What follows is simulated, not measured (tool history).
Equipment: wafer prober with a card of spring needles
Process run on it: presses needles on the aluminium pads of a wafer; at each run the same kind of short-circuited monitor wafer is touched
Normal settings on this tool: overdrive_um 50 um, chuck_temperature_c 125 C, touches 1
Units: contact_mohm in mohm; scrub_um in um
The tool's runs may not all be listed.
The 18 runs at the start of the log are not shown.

| run | hour | overdrive_um | chuck_temperature_c | touches | touches since the tips were cleaned | cleanings since the card got new needles | touches since the first contact's height was set | contact_mohm | scrub_um |
|---|---|---|---|---|---|---|---|---|---|
|  | 108.6 | tips cleaned on abrasive film |
| 19 | 110.1 | 45 | 32 | 2 | 555 | 17 | 9439 | 158 | 8.58 |
|  | 116.9 | tips cleaned on abrasive film |
| 20 | 119.1 | 45 | 81 | 2 | 798 | 18 | 12685 | 163 | 8.64 |
| 21 | 123.7 | 45 | 81 | 2 | 2453 | 18 | 14340 | 174 | 8.56 |
|  | 125.1 | tips cleaned on abrasive film |
| 22 | 128 | 62 | 29 | 2 | 1032 | 19 | 15867 | 150 | 11.8 |
|  | 133.3 | tips cleaned on abrasive film |
| 23 | 136.9 | 67 | 29 | 2 | 1311 | 20 | 19083 | 151 | 12.62 |
|  | 141.5 | tips cleaned on abrasive film |
| 24 | 143.2 | 67 | 29 | 2 | 621 | 21 | 21329 | 147 | 12.79 |
|  | 149.8 | tips cleaned on abrasive film |
| 25 | 152.1 | 32 | 41 | 3 | 825 | 22 | 24538 | 169 | 6.13 |
|  | 157.9 | tips cleaned on abrasive film |
| 26 | 158.5 | 32 | 41 | 3 | 211 | 23 | 26826 | 161 | 5.92 |
| 27 | 163.1 | 32 | 41 | 3 | 1891 | 23 | 28506 | 172 | 6.1 |
|  | 166.2 | tips cleaned on abrasive film |
| 28 | 171.4 | 32 | 41 | 3 | 1903 | 24 | 31489 | 178 | 5.88 |
|  | 174.6 | tips cleaned on abrasive film |
| 29 | 180.3 | 50 | 45 | 1 | 2070 | 25 | 34671 | 171 | 9.41 |
|  | 183 | tips cleaned on abrasive film |
| 30 | 186.5 | 42 | 77 | 1 | 1278 | 26 | 36900 | 180 | 7.91 |
|  | 191.7 | tips cleaned on abrasive film |
| 31 | 195 | 59 | 68 | 1 | 1193 | 27 | 39952 | 163 | 11.23 |

What if the next run were any one of these 5? Each begins from the tool's condition after run 31:
|  | 199.8 | tips cleaned on abrasive film |
| A | 200.2 | 33 | 68 | 3 | 152 | 28 | 41815 | ? | ? |
|  | 199.8 | tips cleaned on abrasive film |
| B | 200.2 | 59 | 68 | 2 | 152 | 28 | 41815 | ? | ? |
|  | 199.8 | tips cleaned on abrasive film |
| C | 200.2 | 59 | 78 | 2 | 152 | 28 | 41815 | ? | ? |
|  | 199.8 | tips cleaned on abrasive film |
| D | 200.2 | 70 | 68 | 1 | 152 | 28 | 41815 | ? | ? |
|  | 199.8 | tips cleaned on abrasive film |
| E | 200.2 | 69 | 68 | 2 | 152 | 28 | 41815 | ? | ? |

| run | contact_mohm | scrub_um |
|---|---|---|
| A | 167 | 6.24 |
| B | 155 | 11.24 |
| C | 157 | 11.2 |
| D | 152 | 13.19 |
| E | 152 | 13.06 |
The same runs, with their run-to-run variation unchanged, on a tool lacking any hidden condition would have given:
| run | contact_mohm | scrub_um |
|---|---|---|
| A | 163 | 6.41 |
| B | 153 | 11.41 |
| C | 155 | 11.37 |
| D | 150 | 13.37 |
| E | 150 | 13.23 |
